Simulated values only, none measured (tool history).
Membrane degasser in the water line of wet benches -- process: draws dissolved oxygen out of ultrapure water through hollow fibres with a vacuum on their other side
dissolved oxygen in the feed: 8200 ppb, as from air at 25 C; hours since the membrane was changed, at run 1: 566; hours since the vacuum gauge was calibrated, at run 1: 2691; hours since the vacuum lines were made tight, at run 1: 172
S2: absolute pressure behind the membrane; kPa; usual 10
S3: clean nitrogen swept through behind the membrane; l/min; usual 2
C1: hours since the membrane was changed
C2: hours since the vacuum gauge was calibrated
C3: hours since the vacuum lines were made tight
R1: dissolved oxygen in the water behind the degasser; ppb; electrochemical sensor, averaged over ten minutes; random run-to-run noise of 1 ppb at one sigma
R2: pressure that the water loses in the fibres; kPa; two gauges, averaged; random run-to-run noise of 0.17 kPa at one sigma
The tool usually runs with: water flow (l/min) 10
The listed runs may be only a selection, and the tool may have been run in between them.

Run 1, hour 0: usual settings; C1 566; C2 2691; C3 172. Result: R1 101.7 ppb, R2 28.44 kPa.
Run 2, hour 23.4: usual settings; C1 589; C2 2714; C3 195. Result: R1 102 ppb, R2 28.42 kPa.
Run 3, hour 66.5: usual settings; C1 632; C2 2757; C3 238. Result: R1 103.6 ppb, R2 28.25 kPa.
Run 4, hour 104.7: usual settings but S2 16.5 kPa; C1 670; C2 2795; C3 276. Result: R1 175.4 ppb, R2 28.58 kPa.
Run 5, hour 147.8: usual settings but S2 16.5 kPa; C1 713; C2 2838; C3 319. Result: R1 175.8 ppb, R2 28.95 kPa.
Run 6, hour 184.2: usual settings but S2 16.5 kPa; C1 750; C2 2875; C3 356. Result: R1 180.9 ppb, R2 28.66 kPa.
Run 7, hour 231.6: usual settings but S2 16.5 kPa; C1 797; C2 2922; C3 403. Result: R1 177 ppb, R2 28.56 kPa.
Run 8, hour 270.7: usual settings but S2 16.5 kPa; C1 836; C2 2961; C3 442. Result: R1 175.8 ppb, R2 28.55 kPa.
Run 9, hour 299.9: usual settings but S2 16.5 kPa; C1 866; C2 2990; C3 472. Result: R1 178.4 ppb, R2 28.6 kPa.
Run 10, hour 329.7: usual settings but S2 16.5 kPa; C1 895; C2 3020; C3 501. Result: R1 179.7 ppb, R2 28.56 kPa.
Run 11, hour 382.9: usual settings; C1 949; C2 3073; C3 555. Result: R1 101.7 ppb, R2 28.59 kPa.
Run 12, hour 420.6: usual settings; C1 986; C2 3111; C3 592. Result: R1 102.1 ppb, R2 28.54 kPa.
Run 13, hour 456.1: usual settings; C1 1022; C2 3147; C3 628. Result: R1 101.7 ppb, R2 28.42 kPa.
At hour 460: vacuum gauge calibrated.
Run 14, hour 495.9: usual settings; C1 1061; C2 36; C3 667. Result: R1 104.9 ppb, R2 28.62 kPa.
Run 15, hour 544.2: usual settings; C1 1109; C2 84; C3 715. Result: R1 105.2 ppb, R2 28.62 kPa.
Run 16, hour 568.4: usual settings but water flow (l/min) 11; C1 1134; C2 108; C3 740. Result: R1 120.7 ppb, R2 31.47 kPa.
Run 17, hour 590.8: usual settings but water flow (l/min) 11; C1 1156; C2 131; C3 762. Result: R1 121 ppb, R2 31.54 kPa.
Run 18, hour 614.5: usual settings but water flow (l/min) 11; C1 1180; C2 155; C3 786. Result: R1 121 ppb, R2 31.57 kPa.
Run 19, hour 664.1: usual settings but water flow (l/min) 13, S3 0.99 l/min; C1 1229; C2 204; C3 835. Result: R1 260.6 ppb, R2 37.15 kPa.
Run 20, hour 693.5: usual settings but S2 7.7 kPa, S3 2.88 l/min; C1 1259; C2 234; C3 865. Result: R1 61 ppb, R2 28.58 kPa.
Run 21, hour 716.8: usual settings but water flow (l/min) 14, S2 14 kPa, S3 1.57 l/min; C1 1282; C2 257; C3 888. Result: R1 292.3 ppb, R2 40.1 kPa.
Run 22, hour 755: usual settings but water flow (l/min) 14, S2 14 kPa, S3 1.57 l/min; C1 1320; C2 295; C3 926. Result: R1 283.3 ppb, R2 40.02 kPa.
At hour 759.1: vacuum gauge calibrated, once more.
Run 23, hour 800.5: usual settings but water flow (l/min) 7, S2 13.2 kPa, S3 4.6 l/min; C1 1365; C2 41; C3 971. Result: R1 42.1 ppb, R2 19.98 kPa.
Run 24, hour 833.6: usual settings but water flow (l/min) 12, S2 13.2 kPa, S3 3.88 l/min; C1 1398; C2 75; C3 1004. Result: R1 110.2 ppb, R2 34.68 kPa.
Run 25, hour 864.2: usual settings but water flow (l/min) 12, S2 13.2 kPa, S3 3.88 l/min; C1 1429; C2 105; C3 1035. Result: R1 111.3 ppb, R2 34.63 kPa.
Run 26, hour 908.6: usual settings but water flow (l/min) 15, S2 21.5 kPa, S3 2.28 l/min; C1 1473; C2 150; C3 1079. Result: R1 355.8 ppb, R2 43.02 kPa.
Run 27, hour 961.4: usual settings but water flow (l/min) 15, S2 23.1 kPa, S3 2.28 l/min; C1 1526; C2 202; C3 1132. Result: R1 373.2 ppb, R2 42.64 kPa.
Run 28, hour 1002.5: usual settings but water flow (l/min) 15, S2 23.1 kPa, S3 2.28 l/min; C1 1567; C2 243; C3 1173. Result: R1 380.7 ppb, R2 43.16 kPa.
Run 29, hour 1024.6: usual settings but water flow (l/min) 15, S2 23.1 kPa, S3 2.28 l/min; C1 1589; C2 266; C3 1195. Result: R1 369.7 ppb, R2 42.94 kPa.
Run 30, hour 1059.3: usual settings but water flow (l/min) 15, S2 23.1 kPa, S3 2.28 l/min; C1 1624; C2 300; C3 1230. Result: R1 379.8 ppb, R2 42.89 kPa.
Run 31, hour 1114: usual settings but water flow (l/min) 15, S2 23.1 kPa, S3 2.28 l/min; C1 1679; C2 355; C3 1285. Result: R1 368.7 ppb, R2 43.15 kPa.
Run 32, hour 1148.7: usual settings but S2 14.1 kPa, S3 2.64 l/min; C1 1713; C2 390; C3 1319. Result: R1 119.6 ppb, R2 28.86 kPa.
Run 33, hour 1184.5: usual settings but water flow (l/min) 16, S2 20.3 kPa, S3 1.8 l/min; C1 1749; C2 425; C3 1355. Result: R1 431.3 ppb, R2 46.35 kPa.

Alternative continuations, all from the tool just after run 33; predict every row:
Run A, hour 1215.7: usual settings but water flow (l/min) 16, S2 20.6 kPa, S3 1.8 l/min; C1 1780; C2 457; C3 1386. Result: R1 ?, R2 ?.
Run B, hour 1215.7: usual settings but water flow (l/min) 11, S2 20.3 kPa, S3 1.8 l/min; C1 1780; C2 457; C3 1386. Result: R1 ?, R2 ?.
Run C, hour 1215.7: usual settings but S2 12.1 kPa, S3 2.18 l/min; C1 1780; C2 457; C3 1386. Result: R1 ?, R2 ?.

run     R1     R2
  A  436.1  45.99
  B  273.1  31.24
  C  119.1  28.76
What these runs would have given with no unlogged condition in the tool:
run     R1     R2
  A  426.8   45.2
  B  267.8   30.7
  C  115.5  28.27
